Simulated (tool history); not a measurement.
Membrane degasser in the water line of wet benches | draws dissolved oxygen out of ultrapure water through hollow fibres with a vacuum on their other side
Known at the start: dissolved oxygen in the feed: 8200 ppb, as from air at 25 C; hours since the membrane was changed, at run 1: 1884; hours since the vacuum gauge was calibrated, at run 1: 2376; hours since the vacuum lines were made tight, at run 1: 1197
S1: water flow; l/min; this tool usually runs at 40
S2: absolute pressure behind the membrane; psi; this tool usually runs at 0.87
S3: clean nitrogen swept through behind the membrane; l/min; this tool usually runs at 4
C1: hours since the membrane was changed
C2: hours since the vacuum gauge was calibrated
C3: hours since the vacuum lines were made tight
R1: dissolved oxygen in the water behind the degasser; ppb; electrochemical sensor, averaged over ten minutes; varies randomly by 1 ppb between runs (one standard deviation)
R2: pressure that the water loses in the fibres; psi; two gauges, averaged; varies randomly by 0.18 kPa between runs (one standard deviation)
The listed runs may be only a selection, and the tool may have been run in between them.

| run | hour | S1 | S2 | S3 | C1 | C2 | C3 | R1 | R2 |
|---|---|---|---|---|---|---|---|---|---|
| 1 | 0 | 40 | 0.87 | 4 | 1884 | 2376 | 1197 | 98.9 | 4.865 |
| 2 | 358.4 | 40 | 0.87 | 4 | 2243 | 2735 | 1555 | 101.4 | 4.879 |
| 3 | 615.8 | 40 | 0.87 | 4 | 2500 | 2992 | 1812 | 99.6 | 4.876 |
| 4 | 930.8 | 40 | 0.87 | 4 | 2815 | 3307 | 2127 | 102.9 | 4.901 |
| 5 | 1176.7 | 40 | 0.87 | 4 | 3061 | 3553 | 2373 | 102.8 | 4.879 |
| 6 | 1418.6 | 40 | 0.87 | 6.78 | 3303 | 3795 | 2615 | 76.9 | 4.965 |
| 7 | 1582.8 | 40 | 0.87 | 6.78 | 3467 | 3959 | 2779 | 77.9 | 4.917 |
| 8 | 1839 | 40 | 0.87 | 6.78 | 3723 | 4215 | 3036 | 78 | 4.901 |
| 9 | 2073.4 | 36 | 0.734 | 8.06 | 3958 | 4450 | 3270 | 47.6 | 4.457 |
|  | 2242.8 | seals of the vacuum lines changed |
| 10 | 2286.8 | 33 | 2.019 | 4 | 4169 | 4661 | 44 | 225.5 | 4.087 |
|  | 2461.6 | vacuum gauge calibrated |
| 11 | 2575.6 | 38 | 0.87 | 1.78 | 4458 | 114 | 332 | 162.2 | 4.751 |
| 12 | 2886.7 | 38 | 0.87 | 1.78 | 4769 | 425 | 643 | 160 | 4.725 |
| 13 | 3228.2 | 38 | 0.87 | 1.78 | 5110 | 767 | 985 | 164.8 | 4.728 |
| 14 | 3582.2 | 35 | 0.87 | 1.78 | 5464 | 1121 | 1339 | 148.8 | 4.374 |
| 15 | 3841.7 | 34 | 0.87 | 1.68 | 5724 | 1380 | 1598 | 149.1 | 4.268 |

Alternative continuations, all from the tool just after run 15; predict every row:
| A | 4152 | 34 | 1.284 | 1.68 | 6034 | 1690 | 1909 | ? | ? |
| B | 4152 | 41 | 2.023 | 4.74 | 6034 | 1690 | 1909 | ? | ? |
| C | 4152 | 29 | 0.906 | 3.86 | 6034 | 1690 | 1909 | ? | ? |

| run | R1 | R2 |
|---|---|---|
| A | 276.8 | 4.248 |
| B | 256 | 5.191 |
| C | 69.6 | 3.662 |
With the hidden condition removed and each run's random variation left untouched, the same runs would have given:
| run | R1 | R2 |
|---|---|---|
| A | 268.1 | 4.057 |
| B | 244.7 | 4.959 |
| C | 64.8 | 3.5 |
